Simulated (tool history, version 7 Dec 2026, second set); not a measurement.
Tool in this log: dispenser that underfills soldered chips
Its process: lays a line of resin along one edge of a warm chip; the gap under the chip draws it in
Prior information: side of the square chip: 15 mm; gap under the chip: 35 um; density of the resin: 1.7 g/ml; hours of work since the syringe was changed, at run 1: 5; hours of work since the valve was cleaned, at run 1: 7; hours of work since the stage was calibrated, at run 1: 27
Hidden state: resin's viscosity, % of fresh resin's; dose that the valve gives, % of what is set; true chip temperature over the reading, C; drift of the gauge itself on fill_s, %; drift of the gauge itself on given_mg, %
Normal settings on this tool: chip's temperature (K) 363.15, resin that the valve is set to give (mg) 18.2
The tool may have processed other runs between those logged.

run   hour  chip's temperature (K)  resin that the valve is set to give (mg)  hours of work since the syringe was changed  hours of work since the valve was cleaned  hours of work since the stage was calibrated  time until the resin shows at the far edge (s)  resin that the valve gave (mg)
  1      0                  363.15                                      18.2                                            5                                          7                                            27                                           305.9                           18.24
       5.5  -- new syringe of resin
  2    6.8                  363.15                                      21.7                                            1                                         11                                            32                                           245.8                           21.72
  3   14.5                  363.15                                      21.7                                            6                                         16                                            37                                           306.8                           21.73
      17.8  -- new syringe of resin
  4   23.2                  363.15                                      21.7                                            4                                         22                                            42                                           281.1                           21.48
  5   28.5                  363.15                                      21.7                                            7                                         26                                            46                                             324                           21.77
      30.3  -- new syringe of resin
  6     34                  363.15                                      21.7                                            2                                         29                                            49                                           268.7                           21.52
  7   37.8                  363.15                                      21.7                                            5                                         32                                            52                                           296.6                           21.47
      42.9  -- new syringe of resin
  8   45.7                  363.15                                      21.7                                            2                                         37                                            57                                           259.7                           21.58
  9   50.1                  363.15                                      21.7                                            5                                         40                                            60                                           290.1                           21.35
      55.3  -- new syringe of resin
 10   55.5                  363.15                                      18.2                                            0                                         43                                            64                                           243.7                           18.09
 11   63.2                  363.15                                      18.2                                            5                                         48                                            69                                           306.3                           18.01
      67.9  -- new syringe of resin
 12     68                  363.15                                      18.2                                            0                                         51                                            72                                           255.1                           17.78
 13   77.1                  363.15                                      18.2                                            6                                         57                                            78                                           327.7                           17.85
      80.4  -- new syringe of resin
 14   83.5                  363.15                                      18.2                                            2                                         62                                            82                                           271.7                           17.73
 15   91.7                  357.15                                      18.2                                            8                                         67                                            87                                           452.6                           17.84
      92.8  -- new syringe of resin
 16  101.2                  357.15                                      18.2                                            6                                         73                                            94                                           416.8                           17.79
     105.4  -- new syringe of resin
 17  105.5                  356.15                                      18.2                                            0                                         76                                            96                                           360.1                           17.79
 18    111                  356.15                                      18.2                                            4                                         80                                           100                                           417.9                           17.88
     118.1  -- new syringe of resin
 19  120.1                  356.15                                      18.2                                            1                                         86                                           106                                           355.7                           17.77
 20  126.2                  365.15                                      16.7                                            5                                         90                                           110                                           287.2                            16.5
     130.5  -- new syringe of resin
 21    134                  355.15                                      23.5                                            2                                         95                                           115                                           381.1                           22.96
 22  142.2                  355.15                                      23.5                                            8                                        100                                           121                                           479.3                           22.75
     142.9  -- new syringe of resin
 23  146.3                  357.15                                      21.8                                            2                                        103                                           123                                           354.4                           21.05
 24  150.5                  363.15                                      16.8                                            5                                        106                                           126                                           315.5                           16.41
     155.7  -- dispensing valve cleaned and set on the balance
     156.4  -- new syringe of resin
 25  159.4                  357.15                                      21.8                                            2                                          2                                           131                                           351.2                           21.98
 26  165.7                  357.15                                      21.8                                            6                                          7                                           135                                           418.7                           21.85
     168.9  -- new syringe of resin
 27  172.7                  357.15                                      19.2                                            3                                         11                                           140                                           354.2                           19.17
     181.3  -- new syringe of resin
 28  181.3                  348.15                                      18.2                                            0                                         17                                           145                                           519.9                           18.22
 29  189.6                  369.15                                      18.2                                            6                                         22                                           151                                           230.7                           18.05
     194.2  -- new syringe of resin
 30  195.2                  367.15                                        17                                            1                                         26                                           155                                             214                            16.7
 31  203.4                  367.15                                        17                                            6                                         31                                           160                                           267.7                           16.81
     206.6  -- new syringe of resin
 32  212.7                  378.15                                      21.9                                            4                                         37                                           166                                           140.3                           21.73
     218.9  -- new syringe of resin
 33  220.6                  349.15                                      17.7                                            1                                         42                                           171                                             524                           17.47
 34  227.6                  363.15                                      18.4                                            6                                         47                                           176                                           304.6                           18.07
     231.8  -- new syringe of resin
 35  235.8                  354.15                                      22.2                                            3                                         52                                           181                                           401.5                           21.74

Alternative continuations, all from the tool just after run 35; predict every row:
  A  243.3                  373.15                                      23.3                                            8                                         57                                           186                                               ?                               ?
  B  243.3                  365.15                                      22.2                                            8                                         57                                           186                                               ?                               ?
  C  243.3                  368.15                                      18.2                                            8                                         57                                           186                                               ?                               ?
  D  243.3                  354.15                                      21.4                                            8                                         57                                           186                                               ?                               ?

run  time until the resin shows at the far edge (s)  resin that the valve gave (mg)
  A                                           201.2                           22.94
  B                                           285.8                           21.79
  C                                           264.1                           17.75
  D                                           501.4                           20.91
Without the tool's unlogged condition, the same runs would have read:
run  time until the resin shows at the far edge (s)  resin that the valve gave (mg)
  A                                           151.9                           23.33
  B                                           215.8                           22.16
  C                                             199                           18.05
  D                                           379.1                           21.27
